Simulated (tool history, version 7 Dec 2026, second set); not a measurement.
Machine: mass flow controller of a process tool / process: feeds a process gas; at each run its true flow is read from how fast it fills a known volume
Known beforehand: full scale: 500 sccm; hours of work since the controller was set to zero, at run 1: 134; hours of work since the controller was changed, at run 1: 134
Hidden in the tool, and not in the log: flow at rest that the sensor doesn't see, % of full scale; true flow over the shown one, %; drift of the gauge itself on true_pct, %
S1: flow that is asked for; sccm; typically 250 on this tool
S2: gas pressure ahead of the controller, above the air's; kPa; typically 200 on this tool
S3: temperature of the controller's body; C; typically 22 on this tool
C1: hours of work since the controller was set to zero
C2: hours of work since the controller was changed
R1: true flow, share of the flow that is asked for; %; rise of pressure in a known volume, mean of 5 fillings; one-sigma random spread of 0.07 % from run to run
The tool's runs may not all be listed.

run,day,S1,S2,S3,C1,C2,R1
1,0.000,250,200,22,134,134,98.60
2,1.358,250,200,22,147,147,98.67
3,2.708,250,200,22,159,159,98.56
4,4.700,250,200,22,178,178,98.46
5,7.850,250,200,22,207,207,98.30
6,10.050,250,200,22,228,228,98.45
7,12.525,250,200,22,251,251,98.23
8,15.158,250,200,22,275,275,98.09
9,17.246,65,258,29,295,295,96.43
10,18.679,250,142,22,308,308,97.73
11,21.562,100,150,23,335,335,96.57
12,24.525,250,164,34,362,362,96.32
13,27.271,250,164,34,388,388,96.27
14,28.900,105,143,22,403,403,96.47
15,31.329,105,162,33,426,426,95.23

How would selected steps in R1 from run to run divide? Give the signed amount a tool lacking its hidden state would still show from settings, what came in and random variation, and the signed amount left for the hidden state, including any gauge scatter that is not in both of the compared results.
Run 4 -> 5: no setting touched and nothing written in the log between the runs. R1 -0.16 %: hidden state -0.09, all else -0.07.
Run 8 -> 9: S1 250 -> 65, S2 200 -> 258, S3 22 -> 29. R1 -1.66 %: hidden state -0.05, all else -1.61.

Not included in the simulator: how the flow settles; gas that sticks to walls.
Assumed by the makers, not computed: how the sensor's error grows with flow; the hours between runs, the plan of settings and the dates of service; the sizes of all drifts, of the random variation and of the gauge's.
